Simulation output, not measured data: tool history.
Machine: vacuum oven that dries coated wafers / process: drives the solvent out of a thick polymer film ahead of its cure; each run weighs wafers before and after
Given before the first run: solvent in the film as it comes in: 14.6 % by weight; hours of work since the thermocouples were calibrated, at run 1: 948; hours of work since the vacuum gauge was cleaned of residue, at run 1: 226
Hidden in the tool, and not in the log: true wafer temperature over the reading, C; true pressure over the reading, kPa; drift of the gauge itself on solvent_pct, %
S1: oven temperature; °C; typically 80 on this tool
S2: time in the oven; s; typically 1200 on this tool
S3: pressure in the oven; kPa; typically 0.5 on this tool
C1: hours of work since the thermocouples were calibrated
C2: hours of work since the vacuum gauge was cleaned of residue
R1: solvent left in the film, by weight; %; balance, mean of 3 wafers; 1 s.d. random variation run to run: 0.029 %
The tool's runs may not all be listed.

run 1 day=0 | S1=80 S2=1200 S3=0.5 | C1=948 C2=226 | R1=2.42
run 2 day=2.042 | S1=80 S2=1200 S3=0.5 | C1=971 C2=249 | R1=2.41
run 3 day=4.629 | S1=80 S2=1200 S3=0.5 | C1=999 C2=278 | R1=2.45
run 4 day=7.521 | S1=80 S2=1200 S3=0.5 | C1=1031 C2=310 | R1=2.39
run 5 day=9.992 | S1=80 S2=1200 S3=0.465 | C1=1059 C2=337 | R1=2.39
run 6 day=12.342 | S1=80 S2=1200 S3=0.465 | C1=1085 C2=363 | R1=2.38
run 7 day=15.804 | S1=80 S2=1200 S3=0.465 | C1=1123 C2=401 | R1=2.39
run 8 day=17.454 | S1=80 S2=1200 S3=0.5 | C1=1141 C2=419 | R1=2.36
run 9 day=20.1 | S1=80 S2=1200 S3=0.5 | C1=1170 C2=449 | R1=2.42
run 10 day=22.329 | S1=80 S2=1200 S3=0.5 | C1=1195 C2=473 | R1=2.44
-- day=23.158 oven's thermocouples calibrated
run 11 day=23.992 | S1=80 S2=1020 S3=0.5 | C1=9 C2=491 | R1=3.31
run 12 day=27.108 | S1=80 S2=1020 S3=0.5 | C1=44 C2=525 | R1=3.32
run 13 day=28.908 | S1=80 S2=960 S3=0.5 | C1=64 C2=545 | R1=3.44
run 14 day=30.938 | S1=80 S2=960 S3=0.5 | C1=86 C2=568 | R1=3.52
run 15 day=33.45 | S1=80 S2=900 S3=0.5 | C1=114 C2=595 | R1=3.79
run 16 day=35.579 | S1=80 S2=900 S3=0.5 | C1=137 C2=619 | R1=3.8
run 17 day=38.442 | S1=80 S2=900 S3=0.5 | C1=169 C2=650 | R1=3.74
run 18 day=40.675 | S1=80 S2=900 S3=0.5 | C1=194 C2=675 | R1=3.8
run 19 day=43.862 | S1=69 S2=840 S3=1.938 | C1=229 C2=710 | R1=7.28
run 20 day=46.896 | S1=69 S2=840 S3=1.938 | C1=262 C2=744 | R1=7.29
run 21 day=49.921 | S1=69 S2=840 S3=1.938 | C1=296 C2=777 | R1=7.24
run 22 day=53.008 | S1=80 S2=1560 S3=1.55 | C1=330 C2=812 | R1=2.38
run 23 day=55.246 | S1=94 S2=1500 S3=0.5 | C1=355 C2=836 | R1=0.51
run 24 day=57.238 | S1=80 S2=2160 S3=0.5 | C1=377 C2=858 | R1=1.06
run 25 day=59.829 | S1=80 S2=2160 S3=0.5 | C1=405 C2=887 | R1=1.03
run 26 day=61.6 | S1=84 S2=2160 S3=1.978 | C1=425 C2=907 | R1=1.46
run 27 day=63.375 | S1=80 S2=1020 S3=1.854 | C1=445 C2=926 | R1=3.97
run 28 day=66.667 | S1=74 S2=1500 S3=1.736 | C1=481 C2=963 | R1=3.74
run 29 day=69.054 | S1=81 S2=1200 S3=0.5 | C1=507 C2=989 | R1=2.46
run 30 day=71.458 | S1=84 S2=1140 S3=0.638 | C1=534 C2=1016 | R1=2.19

Predict each of these 5 candidate next runs independently; none follows another, all start after run 30:
run A day=73.329 | S1=67 S2=1140 S3=1.847 | C1=555 C2=1036 | R1=?
run B day=73.329 | S1=82 S2=1080 S3=0.5 | C1=555 C2=1036 | R1=?
run C day=73.329 | S1=84 S2=1140 S3=1.21 | C1=555 C2=1036 | R1=?
run D day=73.329 | S1=86 S2=840 S3=0.5 | C1=555 C2=1036 | R1=?
run E day=73.329 | S1=84 S2=780 S3=0.259 | C1=555 C2=1036 | R1=?

run=A R1=6.54
run=B R1=2.6
run=C R1=2.46
run=D R1=2.82
run=E R1=3.39
Without the tool's hidden state the same runs would have given:
run=A R1=6.64
run=B R1=2.69
run=C R1=2.54
run=D R1=2.94
run=E R1=3.52

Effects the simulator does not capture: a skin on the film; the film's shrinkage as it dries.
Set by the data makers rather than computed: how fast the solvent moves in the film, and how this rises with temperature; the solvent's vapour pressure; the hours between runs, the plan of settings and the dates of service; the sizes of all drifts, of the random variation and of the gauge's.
